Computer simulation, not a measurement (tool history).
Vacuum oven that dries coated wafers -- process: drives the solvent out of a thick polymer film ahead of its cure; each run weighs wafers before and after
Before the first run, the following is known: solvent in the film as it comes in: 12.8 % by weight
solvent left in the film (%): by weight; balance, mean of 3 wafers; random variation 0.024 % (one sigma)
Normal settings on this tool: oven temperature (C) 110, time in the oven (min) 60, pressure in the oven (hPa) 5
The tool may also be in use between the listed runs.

run,hour,oven temperature (C),time in the oven (min),pressure in the oven (hPa),solvent left in the film (%)
1,0,110,60,5,1.77
2,23.4,114,60,5,1.28
3,57.1,114,60,5,1.33
4,78.4,114,60,5,1.29
5,103.6,110,60,5,1.78
6,138.4,110,43,5,2.88
# hour 147.9: oven's thermocouples calibrated
7,183.4,110,43,7.5,3.18
8,220.6,110,43,7.5,3.12
9,263.5,110,38,7.5,3.61
10,289.9,110,51,5,2.45
# hour 294.6: vacuum gauge cleaned of residue and calibrated
11,338.2,110,51,5,2.45
12,364.6,110,59,5,1.99
# hour 408.3: vacuum gauge cleaned of residue and calibrated, once more
13,411,110,59,5,1.88
14,431.1,110,39,5,3.26
15,476.3,110,60,5,1.81
16,512.5,110,60,5,1.82
17,540.1,110,78,6.76,1.18
18,565.7,103,42,2.58,4.21
19,606.7,120,85,13.13,0.63
20,631.7,100,69,2.65,2.9
21,671.1,100,69,2.65,2.95
22,712.1,100,69,2.65,2.86
23,744.3,100,69,2.65,2.85
24,784.3,98,60,4.74,3.86
25,826,98,60,2.51,3.71
26,869.4,117,90,17.57,0.87
27,908.4,117,62,5,0.84
28,951.6,112,62,14.04,1.78
29,979,112,62,14.04,1.73
30,1018.2,104,51,4.76,3.27

Alternative continuations, all from the tool just after run 30; predict every row:
A,1062.5,104,51,9.41,?
B,1062.5,122,58,5.97,?
C,1062.5,107,60,16.58,?
D,1062.5,100,93,4.19,?
E,1062.5,110,44,5,?

run,solvent left in the film (%)
A,3.49
B,0.64
C,2.7
D,1.89
E,2.7
Stripped of hidden state, with their random variation kept, the same runs would have yielded:
run,solvent left in the film (%)
A,3.79
B,0.74
C,2.97
D,2.12
E,2.97

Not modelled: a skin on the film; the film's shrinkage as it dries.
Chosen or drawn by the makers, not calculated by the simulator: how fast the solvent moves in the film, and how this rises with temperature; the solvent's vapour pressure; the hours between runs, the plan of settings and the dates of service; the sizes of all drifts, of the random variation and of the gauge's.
